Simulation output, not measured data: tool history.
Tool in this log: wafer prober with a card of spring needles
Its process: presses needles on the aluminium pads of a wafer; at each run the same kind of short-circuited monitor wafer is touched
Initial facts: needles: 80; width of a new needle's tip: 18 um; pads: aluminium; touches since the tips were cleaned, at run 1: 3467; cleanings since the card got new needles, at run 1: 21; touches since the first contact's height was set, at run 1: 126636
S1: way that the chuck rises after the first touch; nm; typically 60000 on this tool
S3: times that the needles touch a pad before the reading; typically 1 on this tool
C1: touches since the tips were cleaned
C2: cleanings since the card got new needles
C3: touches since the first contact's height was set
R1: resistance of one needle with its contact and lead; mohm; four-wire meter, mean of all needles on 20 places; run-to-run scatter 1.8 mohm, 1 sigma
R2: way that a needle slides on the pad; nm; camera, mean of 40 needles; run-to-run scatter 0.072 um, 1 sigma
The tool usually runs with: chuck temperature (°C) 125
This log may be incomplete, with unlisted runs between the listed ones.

run 1 day=0.000 | S1=60000 chuck_temperature_(°C)=125 S3=1 | C1=3467 C2=21 C3=126636 | R1=260 R2=8020
-- day=0.242 tips cleaned on abrasive film
run 2 day=0.362 | S1=60000 chuck_temperature_(°C)=125 S3=1 | C1=968 C2=22 C3=129442 | R1=307 R2=7830
run 3 day=0.854 | S1=60000 chuck_temperature_(°C)=116 S3=1 | C1=4802 C2=22 C3=133276 | R1=303 R2=7750
-- day=0.921 tips cleaned on abrasive film
run 4 day=1.225 | S1=60000 chuck_temperature_(°C)=116 S3=1 | C1=2357 C2=23 C3=136120 | R1=255 R2=7650
-- day=1.612 tips cleaned on abrasive film
run 5 day=1.646 | S1=60000 chuck_temperature_(°C)=125 S3=1 | C1=260 C2=24 C3=139378 | R1=209 R2=7690
run 6 day=1.929 | S1=60000 chuck_temperature_(°C)=125 S3=1 | C1=2490 C2=24 C3=141608 | R1=259 R2=7550
run 7 day=2.192 | S1=60000 chuck_temperature_(°C)=125 S3=1 | C1=4521 C2=24 C3=143639 | R1=278 R2=7660
-- day=2.283 tips cleaned on abrasive film
run 8 day=2.750 | S1=60000 chuck_temperature_(°C)=125 S3=1 | C1=3642 C2=25 C3=147954 | R1=271 R2=7660
-- day=2.950 tips cleaned on abrasive film
run 9 day=3.217 | S1=60000 chuck_temperature_(°C)=125 S3=1 | C1=2097 C2=26 C3=151584 | R1=252 R2=7830
-- day=3.383 tips cleaned on abrasive film, once more
run 10 day=3.658 | S1=60000 chuck_temperature_(°C)=125 S3=1 | C1=2134 C2=27 C3=154978 | R1=254 R2=7710
-- day=4.054 tips cleaned on abrasive film
run 11 day=4.079 | S1=60000 chuck_temperature_(°C)=125 S3=1 | C1=192 C2=28 C3=158234 | R1=209 R2=7510
-- day=4.450 height of the first contact set anew
run 12 day=4.512 | S1=60000 chuck_temperature_(°C)=125 S3=1 | C1=3487 C2=28 C3=498 | R1=261 R2=8280
-- day=4.729 tips cleaned on abrasive film
run 13 day=4.929 | S1=68000 chuck_temperature_(°C)=98 S3=2 | C1=1574 C2=29 C3=3717 | R1=210 R2=9330
-- day=5.392 tips cleaned on abrasive film
run 14 day=5.488 | S1=68000 chuck_temperature_(°C)=62 S3=2 | C1=755 C2=30 C3=8029 | R1=194 R2=9340
run 15 day=6.029 | S1=43000 chuck_temperature_(°C)=56 S3=2 | C1=4994 C2=30 C3=12268 | R1=285 R2=5900
-- day=6.079 tips cleaned on abrasive film
run 16 day=6.508 | S1=60000 chuck_temperature_(°C)=50 S3=3 | C1=3347 C2=31 C3=15975 | R1=207 R2=8130
-- day=6.771 tips cleaned on abrasive film
run 17 day=7.062 | S1=66000 chuck_temperature_(°C)=33 S3=1 | C1=2274 C2=32 C3=20259 | R1=229 R2=9040
-- day=7.446 tips cleaned on abrasive film
run 18 day=7.462 | S1=49000 chuck_temperature_(°C)=104 S3=1 | C1=131 C2=33 C3=23350 | R1=207 R2=6570
run 19 day=7.942 | S1=60000 chuck_temperature_(°C)=59 S3=2 | C1=3878 C2=33 C3=27097 | R1=225 R2=8200
-- day=8.108 tips cleaned on abrasive film
run 20 day=8.471 | S1=40000 chuck_temperature_(°C)=37 S3=2 | C1=2856 C2=34 C3=31199 | R1=272 R2=5410
-- day=8.779 tips cleaned on abrasive film
run 21 day=8.950 | S1=65000 chuck_temperature_(°C)=28 S3=1 | C1=1319 C2=35 C3=34891 | R1=212 R2=8850
run 22 day=9.221 | S1=78000 chuck_temperature_(°C)=125 S3=1 | C1=3427 C2=35 C3=36999 | R1=231 R2=10680
-- day=9.475 tips cleaned on abrasive film
run 23 day=9.771 | S1=47000 chuck_temperature_(°C)=99 S3=1 | C1=2339 C2=36 C3=41280 | R1=284 R2=6330
-- day=10.138 tips cleaned on abrasive film
run 24 day=10.296 | S1=60000 chuck_temperature_(°C)=76 S3=1 | C1=1230 C2=37 C3=45319 | R1=228 R2=8140

What if the next run were any one of these 5? Each begins from the tool's condition after run 24:
run A day=10.721 | S1=60000 chuck_temperature_(°C)=125 S3=2 | C1=4553 C2=37 C3=48642 | R1=? R2=?
run B day=10.721 | S1=50000 chuck_temperature_(°C)=32 S3=2 | C1=4553 C2=37 C3=48642 | R1=? R2=?
run C day=10.721 | S1=66000 chuck_temperature_(°C)=125 S3=1 | C1=4553 C2=37 C3=48642 | R1=? R2=?
run D day=10.721 | S1=60000 chuck_temperature_(°C)=76 S3=1 | C1=4553 C2=37 C3=48642 | R1=? R2=?
run E day=10.721 | S1=60000 chuck_temperature_(°C)=60 S3=1 | C1=4553 C2=37 C3=48642 | R1=? R2=?

run=A R1=238 R2=8070
run=B R1=255 R2=6700
run=C R1=260 R2=8920
run=D R1=270 R2=8060
run=E R1=273 R2=8230
What these runs would have given with no unlogged condition in the tool:
run=A R1=189 R2=8220
run=B R1=175 R2=6860
run=C R1=192 R2=9080
run=D R1=182 R2=8220
run=E R1=183 R2=8390
